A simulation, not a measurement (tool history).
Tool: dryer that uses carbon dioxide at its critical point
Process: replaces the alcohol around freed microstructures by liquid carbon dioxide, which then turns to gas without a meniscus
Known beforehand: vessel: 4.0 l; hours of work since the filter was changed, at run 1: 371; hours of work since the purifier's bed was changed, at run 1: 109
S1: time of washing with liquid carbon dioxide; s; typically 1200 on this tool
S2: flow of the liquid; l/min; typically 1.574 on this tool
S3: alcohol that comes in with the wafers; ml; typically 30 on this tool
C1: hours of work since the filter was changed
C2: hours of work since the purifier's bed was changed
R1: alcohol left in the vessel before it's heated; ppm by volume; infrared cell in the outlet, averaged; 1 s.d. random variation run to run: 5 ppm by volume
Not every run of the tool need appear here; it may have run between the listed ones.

| run | hour | S1 | S2 | S3 | C1 | C2 | R1 |
|---|---|---|---|---|---|---|---|
| 1 | 0.0 | 1200 | 1.574 | 30 | 371 | 109 | 33 |
| 2 | 7.9 | 1200 | 1.574 | 30 | 374 | 112 | 33 |
| 3 | 21.0 | 1200 | 1.574 | 30 | 379 | 118 | 26 |
| 4 | 32.3 | 1260 | 1.574 | 30 | 384 | 122 | 32 |
| 5 | 46.9 | 1200 | 1.574 | 30 | 390 | 128 | 34 |
| 6 | 58.5 | 1200 | 1.574 | 30 | 395 | 133 | 46 |
| 7 | 70.7 | 1560 | 1.360 | 36 | 400 | 138 | 38 |
| 8 | 83.3 | 1200 | 1.574 | 67 | 405 | 143 | 69 |
| 9 | 97.5 | 1200 | 2.430 | 113 | 410 | 149 | 28 |
| 10 | 110.5 | 1200 | 2.430 | 113 | 416 | 154 | 30 |
| 11 | 122.8 | 1560 | 1.510 | 113 | 421 | 159 | 39 |
| 12 | 129.6 | 1560 | 1.510 | 113 | 423 | 162 | 51 |

For some of the steps in R1 from one run to the next: how much would appear even if the tool had no hidden state, given the settings, what came in and random variation, and how much remains for the hidden state plus any gauge scatter that the measured result and the result without hidden state don't share?
Hidden state at play: flow that reaches the vessel past the clogged filter, %; alcohol in the recycled carbon dioxide, ppm; drift of the gauge itself on alcohol_ppm, %.
Run 8 -> 9: S2 1.574 -> 2.430, S3 67 -> 113. R1 -41 ppm by volume: hidden state -12, all else -29.
